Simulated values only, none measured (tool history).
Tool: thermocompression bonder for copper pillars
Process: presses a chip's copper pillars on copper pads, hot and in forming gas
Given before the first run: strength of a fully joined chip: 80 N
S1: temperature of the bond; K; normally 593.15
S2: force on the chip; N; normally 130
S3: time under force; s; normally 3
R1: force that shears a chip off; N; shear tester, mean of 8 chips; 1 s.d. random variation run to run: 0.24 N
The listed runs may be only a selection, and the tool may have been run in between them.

| run | day | S1 | S2 | S3 | R1 |
|---|---|---|---|---|---|
| 1 | 0.000 | 593.15 | 130 | 3 | 43.3 |
| 2 | 0.575 | 593.15 | 130 | 3 | 43.2 |
| 3 | 1.225 | 593.15 | 130 | 3 | 43.4 |
| 4 | 1.846 | 593.15 | 130 | 3 | 43.6 |
| 5 | 2.492 | 593.15 | 130 | 3 | 43.3 |
| 6 | 2.900 | 593.15 | 130 | 3 | 43.5 |
| 7 | 3.300 | 593.15 | 130 | 6 | 53.6 |
| 8 | 3.700 | 593.15 | 130 | 3 | 43.9 |
| 9 | 4.296 | 593.15 | 130 | 3 | 43.2 |
| 10 | 4.846 | 593.15 | 170 | 3 | 50.4 |
| 11 | 5.304 | 593.15 | 170 | 3 | 50.8 |
| 12 | 5.925 | 607.15 | 130 | 3 | 51.0 |
| 13 | 6.312 | 607.15 | 130 | 3 | 51.0 |
| 14 | 6.942 | 607.15 | 130 | 3 | 50.7 |
| 15 | 7.442 | 616.15 | 130 | 3 | 55.6 |
| 16 | 8.154 | 603.15 | 130 | 3 | 49.0 |
| 17 | 8.883 | 603.15 | 130 | 3 | 48.5 |
| 18 | 9.512 | 603.15 | 130 | 3 | 48.4 |
| 19 | 10.150 | 603.15 | 130 | 3 | 49.0 |
| 20 | 10.646 | 603.15 | 130 | 3 | 48.8 |
| 21 | 11.246 | 603.15 | 130 | 3 | 48.7 |
| 22 | 11.596 | 593.15 | 86 | 9 | 49.3 |
| 23 | 12.262 | 601.15 | 142 | 3 | 50.7 |
| 24 | 12.975 | 601.15 | 142 | 3 | 50.5 |
| 25 | 13.296 | 593.15 | 98 | 4 | 40.9 |
| 26 | 14.025 | 593.15 | 98 | 4 | 40.9 |
| 27 | 14.488 | 610.15 | 172 | 2 | 53.7 |
| 28 | 14.942 | 567.15 | 108 | 2 | 23.3 |
| 29 | 15.317 | 612.15 | 188 | 2 | 57.8 |
| 30 | 15.642 | 571.15 | 182 | 2 | 35.9 |
| 31 | 16.196 | 571.15 | 182 | 2 | 35.8 |
| 32 | 16.854 | 580.15 | 78 | 3 | 26.4 |
|  | 17.042 | forming gas filter changed |
| 33 | 17.567 | 580.15 | 138 | 3 | 39.5 |
| 34 | 17.896 | 580.15 | 138 | 3 | 39.6 |
|  | 18.196 | gauge calibrated |
| 35 | 18.542 | 584.15 | 170 | 7 | 57.7 |
| 36 | 19.025 | 604.15 | 140 | 7 | 63.0 |
| 37 | 19.612 | 604.15 | 140 | 7 | 62.6 |
| 38 | 20.158 | 604.15 | 140 | 7 | 63.0 |

Below are 4 alternative next runs, each starting from the tool's condition after run 38. Predict each:
| A | 20.846 | 622.15 | 126 | 4 | ? |
| B | 20.846 | 610.15 | 161 | 9 | ? |
| C | 20.846 | 605.15 | 144 | 3 | ? |
| D | 20.846 | 620.15 | 140 | 7 | ? |

| run | R1 |
|---|---|
| A | 60.6 |
| B | 70.7 |
| C | 52.6 |
| D | 69.6 |
With the hidden condition removed and each run's random variation left untouched, the same runs would have given:
| run | R1 |
|---|---|
| A | 60.3 |
| B | 70.4 |
| C | 52.3 |
| D | 69.3 |
